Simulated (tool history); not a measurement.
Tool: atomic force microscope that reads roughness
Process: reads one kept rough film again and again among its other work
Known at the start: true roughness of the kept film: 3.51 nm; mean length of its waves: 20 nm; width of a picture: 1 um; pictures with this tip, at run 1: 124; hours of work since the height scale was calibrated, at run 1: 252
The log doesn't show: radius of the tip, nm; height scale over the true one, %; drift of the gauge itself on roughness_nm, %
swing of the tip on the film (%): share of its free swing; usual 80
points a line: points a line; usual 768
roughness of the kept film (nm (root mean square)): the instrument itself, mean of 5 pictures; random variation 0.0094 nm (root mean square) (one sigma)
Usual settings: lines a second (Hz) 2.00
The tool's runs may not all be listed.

run,hour,lines a second (Hz),swing of the tip on the film (%),points a line,pictures with this tip,hours of work since the height scale was calibrated,roughness of the kept film (nm (root mean square))
1,0.0,2.00,80,768,124,252,2.143
2,15.1,2.00,80,589,140,260,2.107
3,28.9,2.00,80,589,154,268,2.119
4,41.2,2.00,80,782,167,275,2.109
# hour 44.0: new tip fitted
5,59.7,1.60,80,768,16,285,2.205
6,87.2,2.37,80,768,44,301,2.055
7,103.0,2.37,80,768,60,310,2.052
8,117.3,1.23,80,768,75,318,2.290
9,139.6,1.23,80,529,98,331,2.265
10,159.3,2.00,80,768,118,342,2.126
11,177.2,2.00,80,768,136,352,2.114
12,195.4,0.62,80,768,155,362,2.422
# hour 209.6: new tip fitted
13,210.1,2.00,62,768,0,371,2.403
14,230.7,2.00,62,768,21,382,2.408
15,255.8,2.00,80,768,47,397,2.120
16,279.5,2.00,60,768,71,410,2.398
17,308.6,2.00,60,768,101,427,2.421
18,339.0,2.00,60,768,132,444,2.429
19,353.3,2.00,60,768,146,452,2.403
# hour 377.4: new tip fitted
20,378.9,2.00,60,768,1,466,2.435
21,394.3,2.00,60,768,17,475,2.429
22,410.8,2.00,60,768,34,484,2.429
23,440.7,2.00,60,768,64,501,2.429
24,458.5,2.00,60,768,82,511,2.404
25,480.7,2.00,60,768,105,524,2.427
26,505.2,2.00,73,503,130,538,2.217
27,518.3,0.51,80,768,144,545,2.457
28,532.7,2.00,56,768,158,554,2.456
# hour 544.9: new tip fitted
29,550.1,3.79,67,716,5,563,2.154
30,563.4,2.00,68,535,19,571,2.322
31,589.9,0.80,79,429,46,586,2.370
32,611.1,0.80,76,429,68,598,2.403
33,626.0,0.56,84,429,83,606,2.395
34,650.9,0.56,84,429,109,621,2.381
35,669.9,2.00,74,471,128,631,2.222
36,699.0,1.13,55,442,158,648,2.490
# hour 710.6: new tip fitted
37,727.4,1.13,55,442,17,664,2.484
38,750.0,1.13,55,442,40,677,2.500
39,776.7,1.13,55,442,68,692,2.498
40,795.1,1.49,74,507,86,702,2.299
41,816.6,1.65,57,805,108,714,2.467
42,834.9,1.12,76,768,127,725,2.346
43,853.6,1.12,76,768,146,735,2.343
# hour 878.0: new tip fitted
44,884.0,1.88,62,768,7,752,2.435
45,906.2,3.15,80,971,29,765,1.928
46,922.3,2.00,68,768,46,774,2.329
47,946.3,2.00,68,768,70,788,2.313
48,963.9,2.00,68,768,88,798,2.303
49,980.3,2.00,68,768,105,807,2.323
50,993.8,1.21,82,768,119,815,2.274

Hidden state or all else? Some run-to-run changes of roughness of the kept film (nm (root mean square)), split into what the settings, what came in and random variation would give without the hidden state, and what is left for the hidden state (with any gauge scatter that isn't in both results):
Run 11 -> 12: lines a second (Hz) 2.00 -> 0.62. roughness of the kept film (nm (root mean square)) +0.308: hidden state -0.003, all else +0.311.
Run 12 -> 13: lines a second (Hz) 0.62 -> 2.00, swing of the tip on the film (%) 80 -> 62, new tip fitted. roughness of the kept film (nm (root mean square)) -0.019: hidden state +0.011, all else -0.030.
Run 19 -> 20: new tip fitted. roughness of the kept film (nm (root mean square)) +0.032: hidden state +0.011, all else +0.021.
Run 36 -> 37: new tip fitted. roughness of the kept film (nm (root mean square)) -0.006: hidden state +0.012, all else -0.018.
Run 44 -> 45: lines a second (Hz) 1.88 -> 3.15, swing of the tip on the film (%) 62 -> 80, points a line 768 -> 971. roughness of the kept film (nm (root mean square)) -0.507: hidden state -0.002, all else -0.505.
Run 45 -> 46: lines a second (Hz) 3.15 -> 2.00, swing of the tip on the film (%) 80 -> 68, points a line 971 -> 768. roughness of the kept film (nm (root mean square)) +0.401: hidden state -0.001, all else +0.402.

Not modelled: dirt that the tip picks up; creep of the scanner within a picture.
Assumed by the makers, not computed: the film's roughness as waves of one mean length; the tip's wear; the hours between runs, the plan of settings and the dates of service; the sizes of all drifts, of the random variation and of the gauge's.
